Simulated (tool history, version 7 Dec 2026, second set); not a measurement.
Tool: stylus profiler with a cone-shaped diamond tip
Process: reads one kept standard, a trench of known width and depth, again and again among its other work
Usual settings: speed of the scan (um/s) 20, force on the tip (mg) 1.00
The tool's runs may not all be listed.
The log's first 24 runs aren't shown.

run,hour,speed of the scan (um/s),force on the tip (mg),scans with this tip,hours of work since the height scale was calibrated,depth of the trench (angstrom),width of the trench's floor (µm)
25,1931.4,41,2.11,16803,168,10076.6,12.62
26,1985.8,41,2.11,17046,193,10081.6,12.58
27,2058.8,41,2.11,17371,227,10078.6,12.59
28,2109.6,24,1.43,17597,251,10062.9,12.65
29,2159.4,8,0.75,17819,274,10041.7,12.73
30,2211.5,20,0.42,18051,298,10034.5,12.52
31,2297.3,30,1.67,18434,338,10073.6,12.56
32,2344.6,30,1.67,18644,360,10070.4,12.57
33,2445.0,5,0.60,19091,407,10040.6,12.61
34,2528.5,17,0.74,19463,446,10042.6,12.51

Forecast each of these 3 alternatives for the next run:
A,2615.9,9,0.65,19853,486,?,?
B,2615.9,11,1.36,19853,486,?,?
C,2615.9,6,1.00,19853,486,?,?

run,depth of the trench (angstrom),width of the trench's floor (µm)
A,10042.8,12.58
B,10065.2,12.62
C,10055.7,12.68
Without the tool's hidden state the same runs would have given:
run,depth of the trench (angstrom),width of the trench's floor (µm)
A,10035.2,13.91
B,10057.5,13.94
C,10048.0,14.01

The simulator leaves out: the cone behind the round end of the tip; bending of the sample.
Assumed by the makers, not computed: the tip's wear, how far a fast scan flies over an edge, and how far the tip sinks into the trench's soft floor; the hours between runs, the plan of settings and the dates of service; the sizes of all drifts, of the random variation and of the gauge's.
